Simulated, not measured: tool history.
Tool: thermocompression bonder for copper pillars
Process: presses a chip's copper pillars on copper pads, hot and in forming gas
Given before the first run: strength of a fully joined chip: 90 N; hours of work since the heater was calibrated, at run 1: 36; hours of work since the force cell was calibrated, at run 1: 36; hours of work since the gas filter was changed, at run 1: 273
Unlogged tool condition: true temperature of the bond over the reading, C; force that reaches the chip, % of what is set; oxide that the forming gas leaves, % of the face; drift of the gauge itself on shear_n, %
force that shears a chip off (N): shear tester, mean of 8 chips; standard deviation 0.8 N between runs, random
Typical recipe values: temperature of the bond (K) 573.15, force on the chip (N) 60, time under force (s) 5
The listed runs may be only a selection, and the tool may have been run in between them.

run    hour  temperature of the bond (K)  force on the chip (N)  time under force (s)  hours of work since the heater was calibrated  hours of work since the force cell was calibrated  hours of work since the gas filter was changed  force that shears a chip off (N)
  1     0.0                       573.15                     60                     5                                             36                                                 36                                             273                              59.3
  2    90.1                       573.15                     60                     5                                             74                                                 74                                             312                              58.1
  3   163.7                       573.15                     60                     3                                            106                                                106                                             343                              50.5
  4   248.5                       573.15                     60                     3                                            142                                                142                                             379                              49.1
  5   295.0                       573.15                     60                     3                                            162                                                162                                             399                              50.8
  6   378.6                       550.15                     60                     5                                            197                                                197                                             435                              44.4
  7   428.9                       550.15                     60                     5                                            219                                                219                                             456                              45.3
  8   483.3                       550.15                     60                     5                                            242                                                242                                             479                              44.5
      491.4  -- forming gas filter changed
  9   548.1                       550.15                     60                     5                                            270                                                270                                              24                              48.8
 10   611.4                       573.15                     60                     5                                            296                                                296                                              51                              61.2
 11   664.9                       573.15                     60                     5                                            319                                                319                                              74                              60.5
 12   707.2                       573.15                     60                     5                                            337                                                337                                              92                              60.7
 13   751.8                       573.15                     60                     5                                            356                                                356                                             111                              59.4
 14   845.0                       573.15                     87                     5                                            396                                                396                                             151                              75.3
 15   918.0                       573.15                     60                     5                                            427                                                427                                             182                              58.6
 16  1019.9                       573.15                     60                     5                                            471                                                471                                             225                              58.1
 17  1103.5                       573.15                     60                     5                                            506                                                506                                             261                              57.0
 18  1171.5                       573.15                     60                     5                                            535                                                535                                             290                              57.1
 19  1214.4                       573.15                     83                     5                                            554                                                554                                             308                              72.1
 20  1262.3                       573.15                     83                     3                                            574                                                574                                             329                              63.8
 21  1318.7                       573.15                     83                     3                                            598                                                598                                             353                              63.5
 22  1384.2                       573.15                     83                     3                                            626                                                626                                             381                              62.3
 23  1476.7                       582.15                     60                     5                                            665                                                665                                             420                              60.2
 24  1549.5                       582.15                     60                     5                                            696                                                696                                             451                              59.6
 25  1596.9                       582.15                     60                     5                                            717                                                717                                             471                              59.2
     1622.0  -- forming gas filter changed
 26  1683.0                       550.15                     37                     4                                            753                                                753                                              26                              25.1
 27  1734.1                       550.15                     37                     4                                            775                                                775                                              48                              23.5
 28  1813.6                       550.15                     37                     4                                            809                                                809                                              82                              23.0
 29  1897.5                       550.15                     37                     4                                            845                                                845                                             117                              23.4
 30  1973.9                       548.15                     37                     7                                            877                                                877                                             150                              28.0
 31  2051.7                       544.15                     65                     7                                            910                                                910                                             183                              49.5
 32  2101.2                       544.15                     65                     7                                            931                                                931                                             204                              49.5
 33  2150.6                       600.15                     62                     4                                            952                                                952                                             225                              68.1
 34  2214.5                       562.15                     74                    10                                            980                                                980                                             253                              70.4
 35  2283.0                       562.15                     74                    10                                           1009                                               1009                                             282                              69.1
 36  2335.1                       603.15                     43                     3                                           1031                                               1031                                             304                              47.1
 37  2382.4                       603.15                     43                     3                                           1051                                               1051                                             324                              46.2
 38  2482.8                       603.15                     43                     3                                           1094                                               1094                                             367                              46.8
 39  2541.4                       570.15                     60                     5                                           1119                                               1119                                             392                              53.1
 40  2584.3                       600.15                     60                     5                                           1137                                               1137                                             410                              65.2
 41  2664.5                       554.15                     68                     5                                           1172                                               1172                                             444                              48.6

The same runs without the tool's hidden state, with the same run-to-run variation:
run  force that shears a chip off (N)
  1                              62.7
  2                              62.0
  3                              54.4
  4                              53.4
  5                              55.5
  6                              49.0
  7                              50.3
  8                              49.6
  9                              50.7
 10                              63.4
 11                              63.0
 12                              63.5
 13                              62.4
 14                              78.7
 15                              62.6
 16                              62.7
 17                              62.0
 18                              62.6
 19                              78.0
 20                              70.0
 21                              70.1
 22                              69.2
 23                              67.6
 24                              67.5
 25                              67.3
 26                              27.5
 27                              26.0
 28                              25.7
 29                              26.4
 30                              31.8
 31                              55.3
 32                              55.5
 33                              74.3
 34                              77.0
 35                              76.1
 36                              53.8
 37                              53.1
 38                              54.2
 39                              61.8
 40                              74.1
 41                              57.6
